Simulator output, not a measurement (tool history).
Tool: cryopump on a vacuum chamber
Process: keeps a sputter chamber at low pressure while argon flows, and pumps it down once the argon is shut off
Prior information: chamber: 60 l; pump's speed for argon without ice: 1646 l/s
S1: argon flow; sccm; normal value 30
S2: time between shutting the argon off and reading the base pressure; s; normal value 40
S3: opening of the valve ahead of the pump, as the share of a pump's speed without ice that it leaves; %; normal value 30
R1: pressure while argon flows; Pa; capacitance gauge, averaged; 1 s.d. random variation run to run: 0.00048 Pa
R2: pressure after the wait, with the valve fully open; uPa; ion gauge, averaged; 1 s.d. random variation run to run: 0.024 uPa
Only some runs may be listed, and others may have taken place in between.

run   hour  S1  S2  S3      R1    R2
  1      0  30  40  30  0.1083  2.61
  2   57.6  30  40  30  0.1076  2.79
  3  118.4  30  40  30  0.1086  2.72
  4  175.1  30  40  30   0.109  2.91
  5  226.3  30  40  30  0.1106  2.86
     250.5  -- pump warmed up, emptied and cooled again
  6  266.7  30  40  30  0.1029  2.54
  7  319.5  30  40  16  0.1936  2.58
  8  352.5  30  40  16  0.1933  2.64
  9  392.3  54  60  17  0.3275  2.46
     423.3  -- leaking fittings of the chamber tightened, without venting
 10  452.4  27  24  30  0.0941  1.34
 11  492.2  27  24  30  0.0938  1.39
 12  528.5  33  74  46  0.0755  0.65
 13  571.5  33  74  46  0.0759  0.65

Results for each run, recomputed without the tool's hidden state and with each run's random variation untouched:
Unlogged tool condition in this case: pump's speed, % of a pump's without ice; cold plate's temperature, K; leak into the chamber, uPa l/s; drift of the gauge itself on working_pa, %; drift of the gauge itself on base_upa, %.
run      R1    R2
  1  0.1031  0.81
  2   0.102  0.86
  3  0.1024  0.79
  4  0.1024  0.86
  5  0.1035  0.81
  6  0.1025  0.84
  7  0.1928  0.85
  8  0.1923  0.87
  9  0.3253  0.63
 10  0.0926  1.28
 11  0.0921  1.31
 12  0.0731  0.55
 13  0.0732  0.52

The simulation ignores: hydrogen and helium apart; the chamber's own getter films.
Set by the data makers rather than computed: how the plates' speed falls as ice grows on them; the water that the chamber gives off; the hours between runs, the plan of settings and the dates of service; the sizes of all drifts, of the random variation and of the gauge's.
